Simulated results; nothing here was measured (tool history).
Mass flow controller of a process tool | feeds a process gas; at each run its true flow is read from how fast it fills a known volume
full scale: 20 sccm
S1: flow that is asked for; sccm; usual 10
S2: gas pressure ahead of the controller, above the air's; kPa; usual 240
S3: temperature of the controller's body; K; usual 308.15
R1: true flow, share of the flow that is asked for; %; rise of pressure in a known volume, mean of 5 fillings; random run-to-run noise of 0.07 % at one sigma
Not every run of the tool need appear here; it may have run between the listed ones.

run    hour  S1   S2      S3     R1
  1       0  10  240  308.15  99.09
  2   175.3  10  240  308.15  99.02
  3   366.3  10  240  308.15  98.96
  4   476.5  10  257  308.15  98.88
  5   573.2  10  240  308.15  98.72
  6   788.1  10  240  308.15  98.72
  7   910.6  10  240  308.15  98.66
  8  1043.1   4  240  308.15  98.31
  9  1222.6   4  240  308.15  98.13
 10  1403.3   4  240  308.15  98.21
 11  1569.9   4  240  308.15  97.93
 12    1679  10  240  306.15  98.31
 13  1805.2  10  240  306.15  98.35
 14  1995.7  10  240  306.15  98.28
 15  2202.5  10  240  306.15   98.1
 16  2321.9  10  240  306.15  98.14
 17  2462.7  10  194  306.15  97.72
 18  2677.2  10  240  308.15  97.74
 19  2829.1  10  240  308.15  97.63
 20    3001  10  240  308.15  97.65
 21  3200.7   3  195  308.15   96.9
 22  3329.8  17  244  299.15  98.49
 23  3471.8   8  159  308.15  96.81
     3533.4  -- gauge calibrated
 24  3621.8   3  159  296.15  98.72
 25  3727.1   3  159  296.15  98.83
 26  3818.8  10  192  308.15  98.65
 27  3928.3   6  228  298.15  99.17
 28  4025.3   6  228  298.15  99.14
 29  4165.2  10  266  308.15  98.99
 30  4367.4  10  175  311.15  98.14
 31  4484.9  10  175  308.15  98.16
 32    4700   5  159  301.15  98.03
 33  4824.9  10  240  305.15  98.76
 34  4974.1   7  217  305.15  98.41
 35  5136.3   4  200  311.15  97.52

Alternative continuations, all from the tool just after run 35; predict every row:
  A  5322.1   4  277  297.15   ?
  B  5322.1  10  200  308.15   ?
  C  5322.1   6  208  311.15   ?
  D  5322.1  10  200  298.15   ?

run     R1
  A  98.82
  B  97.93
  C   97.7
  D  98.53
The same runs, with their run-to-run variation unchanged, on a tool lacking any hidden condition would have given:
run     R1
  A   99.7
  B  98.78
  C  98.56
  D  99.39
